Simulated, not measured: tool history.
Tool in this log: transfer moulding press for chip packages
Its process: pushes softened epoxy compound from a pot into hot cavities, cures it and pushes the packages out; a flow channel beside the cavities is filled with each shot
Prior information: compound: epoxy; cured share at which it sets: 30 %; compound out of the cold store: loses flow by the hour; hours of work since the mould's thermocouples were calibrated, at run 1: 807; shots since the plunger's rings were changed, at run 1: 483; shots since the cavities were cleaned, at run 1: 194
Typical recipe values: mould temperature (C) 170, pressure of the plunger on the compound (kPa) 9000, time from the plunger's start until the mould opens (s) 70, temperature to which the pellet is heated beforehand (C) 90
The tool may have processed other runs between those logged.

run	hour	mould temperature (C)	pressure of the plunger on the compound (kPa)	time from the plunger's start until the mould opens (s)	temperature to which the pellet is heated beforehand (C)	hours of work since the mould's thermocouples were calibrated	shots since the plunger's rings were changed	shots since the cavities were cleaned	incoming compound's hours out of the cold store	length that the compound runs in the flow channel (mm)	greatest force on the pins that push the packages out (N)
1	0.0	170	9000	70	90	807	483	194	22.9	572	507
# hour 27.8: mould's thermocouples calibrated
2	36.6	170	9000	70	90	5	905	616	12.3	605	513
# hour 83.8: cavities cleaned with cleaning compound and waxed
3	93.8	170	9000	70	90	37	1583	121	41.0	521	473
4	162.8	170	9000	70	90	76	2425	963	37.1	529	507
# hour 179.9: cavities cleaned with cleaning compound and waxed
5	223.5	170	9000	70	90	110	3147	532	10.6	610	511
6	257.6	170	9000	70	87	130	3563	948	46.7	506	480
# hour 276.9: cavities cleaned with cleaning compound and waxed
# hour 311.0: plunger's sealing rings changed
7	311.0	170	9000	70	90	158	0	385	40.1	522	486
8	368.0	170	9000	70	90	190	694	1079	38.0	529	498
# hour 379.9: cavities cleaned with cleaning compound and waxed
9	401.0	170	9000	70	90	208	1079	257	39.2	526	500
10	463.0	170	9000	70	90	244	1835	1013	8.2	622	526
# hour 479.2: cavities cleaned with cleaning compound and waxed
11	516.1	170	9000	97	90	273	2464	450	43.9	513	419
12	552.9	170	9000	97	90	294	2912	898	36.6	533	410
# hour 578.5: cavities cleaned with cleaning compound and waxed
13	622.1	170	9000	97	90	333	3738	532	9.1	615	421
# hour 661.1: plunger's sealing rings changed
# hour 680.9: cavities cleaned with cleaning compound and waxed
14	689.2	170	9000	97	90	369	324	101	39.8	523	412
15	727.8	172	9880	97	90	391	795	572	42.5	539	402
# hour 777.8: cavities cleaned with cleaning compound and waxed
16	781.9	164	9880	80	82	421	1436	50	8.8	658	564
17	830.5	164	9880	80	82	449	2029	643	41.9	554	545
# hour 879.1: cavities cleaned with cleaning compound and waxed
18	881.7	174	9000	99	97	477	2634	31	41.7	511	416
19	942.5	174	9000	99	97	512	3376	773	13.7	594	427
# hour 980.1: cavities cleaned with cleaning compound and waxed
20	989.5	170	9000	70	92	538	3931	115	46.4	505	486
# hour 1011.0: plunger's sealing rings changed
21	1067.0	170	10080	70	92	581	683	1030	32.8	576	504
# hour 1078.9: cavities cleaned with cleaning compound and waxed
22	1110.6	170	6900	94	92	605	1195	386	25.3	492	419
23	1143.0	170	10830	70	90	623	1590	781	29.6	607	483
# hour 1177.4: cavities cleaned with cleaning compound and waxed
24	1194.6	174	6880	73	96	652	2202	210	31.6	473	424
25	1254.0	168	6900	70	85	686	2926	934	14.4	527	575
# hour 1275.3: cavities cleaned with cleaning compound and waxed
26	1286.4	168	6900	70	85	703	3302	136	42.0	456	522
27	1345.2	172	7250	51	82	737	4019	853	28.1	498	819

Results per run with the tool's hidden condition removed, run-to-run variation unchanged:
The tool's hidden condition here consists of: true mould temperature over the reading, C; pressure that reaches the compound, % of what is set; grip of the stained cavities, % over clean ones'; drift of the gauge itself on flow_mm, %; drift of the gauge itself on push_out_n, %.
run	greatest force on the pins that push the packages out (N)
1	505
2	506
3	470
4	499
5	504
6	472
7	481
8	490
9	496
10	518
11	414
12	403
13	415
14	410
15	396
16	563
17	538
18	415
19	421
20	484
21	496
22	414
23	476
24	422
25	566
26	520
27	808
For length that the compound runs in the flow channel (mm), the value without the hidden state is never more than 1 from the measured value.
